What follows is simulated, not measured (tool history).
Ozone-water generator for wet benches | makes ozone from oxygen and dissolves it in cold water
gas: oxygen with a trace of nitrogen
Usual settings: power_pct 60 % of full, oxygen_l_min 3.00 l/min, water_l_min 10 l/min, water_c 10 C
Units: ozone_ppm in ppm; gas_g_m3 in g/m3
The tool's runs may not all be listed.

run    hour  power_pct  oxygen_l_min  water_l_min  water_c  ozone_ppm  gas_g_m3
  1     0.0         60          3.00           10       10       28.1     191.4
  2    38.6         60          3.00           10       10       27.9     191.0
  3   110.4         60          3.00           10       10       27.7     190.7
  4   170.2         60          3.00           10       10       27.9     191.3
  5   217.3         60          3.00           10       10       27.6     193.0
  6   275.2         60          3.00           10       10       27.8     191.0
  7   323.3         60          2.96           10       10       27.8     194.1
  8   356.3         60          3.85           10       10       28.0     168.7
  9   412.9         60          3.85           10       10       27.7     169.4
 10   475.9         60          3.00           10       10       28.0     193.8
 11   551.2         60          3.00           16       10       18.6     191.9
 12   593.5         60          3.00           16        7       18.7     192.3
 13   651.4         60          2.64           10        5       29.4     207.7
 14   708.3         60          2.64           10        5       29.2     207.0
 15   742.6         94          2.64            7        6       56.6     309.5
 16   808.0         60          2.87           13       10       22.2     197.1
 17   857.8         60          3.00            8       10       32.9     191.9
 18   918.0         87          2.14           10        5       38.4     324.4
 19   962.5         87          2.14           10        5       39.5     322.1
 20  1001.3         87          2.14           10        5       39.3     322.2
 21  1074.5         88          2.14           14        5       28.8     327.0
 22  1108.5         68          3.00           10        8       32.1     216.0

5 ways to go on from here, each from the tool as it stands after run 22. What would each give?
  A  1174.3         93          3.00           10       10          ?         ?
  B  1174.3         97          3.00           10       10          ?         ?
  C  1174.3         60          3.00           13       10          ?         ?
  D  1174.3         52          3.00           10        9          ?         ?
  E  1174.3         60          3.00           10       14          ?         ?

run  ozone_ppm  gas_g_m3
  A       41.3     286.7
  B       42.2     297.3
  C       22.2     195.1
  D       24.9     171.9
  E       26.0     194.8
Without the tool's hidden state the same runs would have given:
run  ozone_ppm  gas_g_m3
  A       41.3     282.6
  B       42.2     293.0
  C       22.2     192.3
  D       24.9     169.4
  E       26.1     192.0

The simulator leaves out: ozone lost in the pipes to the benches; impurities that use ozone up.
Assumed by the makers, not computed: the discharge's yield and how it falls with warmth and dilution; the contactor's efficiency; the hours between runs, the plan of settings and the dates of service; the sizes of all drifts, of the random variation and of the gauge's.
